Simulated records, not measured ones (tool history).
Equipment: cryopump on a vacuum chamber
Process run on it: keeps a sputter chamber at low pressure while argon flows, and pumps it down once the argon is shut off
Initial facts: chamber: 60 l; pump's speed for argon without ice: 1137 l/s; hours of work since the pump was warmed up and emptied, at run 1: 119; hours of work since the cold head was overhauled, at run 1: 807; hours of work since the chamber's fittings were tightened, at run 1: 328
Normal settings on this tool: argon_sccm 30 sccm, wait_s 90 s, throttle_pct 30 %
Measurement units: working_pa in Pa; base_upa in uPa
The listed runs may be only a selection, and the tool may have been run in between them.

| run | hour | argon_sccm | wait_s | throttle_pct | hours of work since the pump was warmed up and emptied | hours of work since the cold head was overhauled | hours of work since the chamber's fittings were tightened | working_pa | base_upa |
|---|---|---|---|---|---|---|---|---|---|
| 1 | 0.0 | 30 | 90 | 30 | 119 | 807 | 328 | 0.1518 | 1.67 |
| 2 | 53.8 | 30 | 90 | 30 | 145 | 832 | 353 | 0.1524 | 1.67 |
| 3 | 99.2 | 30 | 90 | 30 | 166 | 854 | 375 | 0.1530 | 1.71 |
| 4 | 137.3 | 30 | 90 | 30 | 184 | 872 | 393 | 0.1516 | 1.76 |
| 5 | 198.2 | 30 | 90 | 30 | 213 | 900 | 421 | 0.1542 | 1.80 |
| 6 | 263.1 | 30 | 90 | 30 | 243 | 931 | 452 | 0.1550 | 1.82 |
| 7 | 311.0 | 30 | 90 | 30 | 266 | 954 | 475 | 0.1541 | 1.78 |
| 8 | 371.3 | 30 | 31 | 30 | 294 | 982 | 503 | 0.1560 | 3.95 |
| 9 | 404.6 | 30 | 90 | 15 | 310 | 998 | 519 | 0.3044 | 1.94 |
| 10 | 454.2 | 30 | 90 | 15 | 334 | 1021 | 542 | 0.3062 | 1.96 |
| 11 | 500.5 | 36 | 90 | 30 | 355 | 1043 | 564 | 0.1878 | 1.93 |
| 12 | 566.6 | 30 | 90 | 30 | 387 | 1074 | 595 | 0.1580 | 1.97 |
| 13 | 630.8 | 30 | 90 | 30 | 417 | 1105 | 626 | 0.1586 | 1.98 |
| 14 | 682.2 | 30 | 90 | 30 | 441 | 1129 | 650 | 0.1594 | 2.08 |
| 15 | 733.7 | 30 | 90 | 30 | 465 | 1153 | 674 | 0.1599 | 2.12 |
| 16 | 763.6 | 14 | 90 | 51 | 480 | 1167 | 688 | 0.0465 | 2.12 |
| 17 | 810.8 | 40 | 92 | 18 | 502 | 1190 | 711 | 0.3474 | 2.13 |
| 18 | 868.2 | 21 | 197 | 17 | 529 | 1217 | 738 | 0.1917 | 1.60 |
| 19 | 906.2 | 48 | 44 | 21 | 547 | 1235 | 756 | 0.3618 | 3.33 |
| 20 | 961.0 | 48 | 44 | 21 | 573 | 1261 | 781 | 0.3644 | 3.38 |
| 21 | 1014.4 | 17 | 67 | 49 | 598 | 1286 | 807 | 0.0606 | 2.72 |
| 22 | 1048.2 | 29 | 176 | 22 | 614 | 1302 | 823 | 0.2111 | 1.82 |
| 23 | 1093.6 | 29 | 176 | 22 | 635 | 1323 | 844 | 0.2109 | 1.84 |
|  | 1108.3 | pump warmed up, emptied and cooled again |
| 24 | 1152.4 | 29 | 176 | 22 | 21 | 1349 | 869 | 0.1961 | 1.53 |
| 25 | 1181.7 | 50 | 292 | 33 | 35 | 1362 | 883 | 0.2275 | 1.35 |

Branching from run 25: 5 alternative next runs. What would each branch give?
| A | 1232.6 | 30 | 75 | 30 | 59 | 1386 | 907 | ? | ? |
| B | 1232.6 | 41 | 73 | 54 | 59 | 1386 | 907 | ? | ? |
| C | 1232.6 | 24 | 292 | 18 | 59 | 1386 | 907 | ? | ? |
| D | 1232.6 | 52 | 292 | 32 | 59 | 1386 | 907 | ? | ? |
| E | 1232.6 | 21 | 192 | 21 | 59 | 1386 | 907 | ? | ? |

| run | working_pa | base_upa |
|---|---|---|
| A | 0.1512 | 2.38 |
| B | 0.1148 | 2.37 |
| C | 0.2001 | 1.45 |
| D | 0.2454 | 1.37 |
| E | 0.1511 | 1.60 |
Without the tool's unlogged condition, the same runs would have read:
| run | working_pa | base_upa |
|---|---|---|
| A | 0.1492 | 1.56 |
| B | 0.1121 | 1.56 |
| C | 0.1985 | 0.63 |
| D | 0.2420 | 0.57 |
| E | 0.1497 | 0.78 |
